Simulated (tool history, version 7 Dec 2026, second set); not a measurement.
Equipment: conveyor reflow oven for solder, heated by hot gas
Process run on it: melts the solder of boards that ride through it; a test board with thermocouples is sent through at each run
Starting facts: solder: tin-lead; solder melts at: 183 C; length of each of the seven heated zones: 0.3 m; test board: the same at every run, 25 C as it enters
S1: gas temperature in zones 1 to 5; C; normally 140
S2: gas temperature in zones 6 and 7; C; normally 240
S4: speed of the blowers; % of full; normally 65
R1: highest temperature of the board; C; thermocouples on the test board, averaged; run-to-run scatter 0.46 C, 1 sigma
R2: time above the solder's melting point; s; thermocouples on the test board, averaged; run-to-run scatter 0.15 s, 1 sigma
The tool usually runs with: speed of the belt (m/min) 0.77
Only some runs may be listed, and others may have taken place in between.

Run 1, hour 0: usual settings. Result: R1 218.9 C, R2 37.3 s.
Run 2, hour 31.1: usual settings but S4 54 % of full. Result: R1 215.5 C, R2 35.6 s.
Run 3, hour 75.5: usual settings but S4 54 % of full. Result: R1 215.4 C, R2 35.6 s.
At hour 119.4: belt drive overhauled, speed set with a stopwatch.
Run 4, hour 137.8: usual settings. Result: R1 215.5 C, R2 34.6 s.
At hour 171.5: flux residue cleaned out of gas plates and filters.
Run 5, hour 182.6: usual settings. Result: R1 219.6 C, R2 36.5 s.
Run 6, hour 246.4: usual settings but S1 148 C. Result: R1 220.4 C, R2 38.8 s.
Run 7, hour 307.4: usual settings but S1 148 C. Result: R1 220.8 C, R2 38.7 s.
Run 8, hour 373.9: usual settings but S1 148 C. Result: R1 219.7 C, R2 38.7 s.
Run 9, hour 406.3: usual settings but S1 153 C. Result: R1 221.3 C, R2 40.4 s.
Run 10, hour 465.1: usual settings but S1 153 C. Result: R1 221.2 C, R2 40.5 s.
Run 11, hour 497.7: usual settings but S1 153 C. Result: R1 220.9 C, R2 40.1 s.
Run 12, hour 570.8: usual settings but S1 150 C, S2 235 C, speed of the belt (m/min) 0.751, S4 86 % of full. Result: R1 219.7 C, R2 40.1 s.
Run 13, hour 641: usual settings but S1 150 C, S2 235 C, speed of the belt (m/min) 0.751, S4 86 % of full. Result: R1 217.7 C, R2 40 s.
Run 14, hour 716.3: usual settings but speed of the belt (m/min) 0.857, S4 75 % of full. Result: R1 214.9 C, R2 30.3 s.
At hour 750.1: thermocouples of zones 6 and 7 changed.
Run 15, hour 752.8: usual settings but S1 137 C, S2 231 C, speed of the belt (m/min) 0.916, S4 75 % of full. Result: R1 207.1 C, R2 23.7 s.
Run 16, hour 803.5: usual settings but S1 137 C, S2 231 C, speed of the belt (m/min) 0.916, S4 75 % of full. Result: R1 207.7 C, R2 23.6 s.
Run 17, hour 858.9: usual settings but S1 137 C, S2 231 C, speed of the belt (m/min) 0.916, S4 75 % of full. Result: R1 207.3 C, R2 23.7 s.

A few steps of R1 between consecutive runs. Split each: what settings, incoming material and random variation would produce without the hidden state, and what is left over for the hidden state, along with gauge scatter present in only one of the two compared results (measured, and without hidden state):
Hidden state present: heat that the gas passes to the board, % of a clean oven's; belt's true speed, % of the reading; true gas temperature in zones 6 and 7 over the reading, C; drift of the gauge itself on peak_c, C; drift of the gauge itself on liquid_s, %.
Run 4 -> 5: flux residue cleaned out of gas plates and filters. R1 +4.1 C: hidden state +3.3, all else +0.8.
Run 14 -> 15: S1 140 -> 137, S2 240 -> 231, speed of the belt (m/min) 0.857 -> 0.916, thermocouples of zones 6 and 7 changed. R1 -7.8 C: hidden state +2.9, all else -10.7.
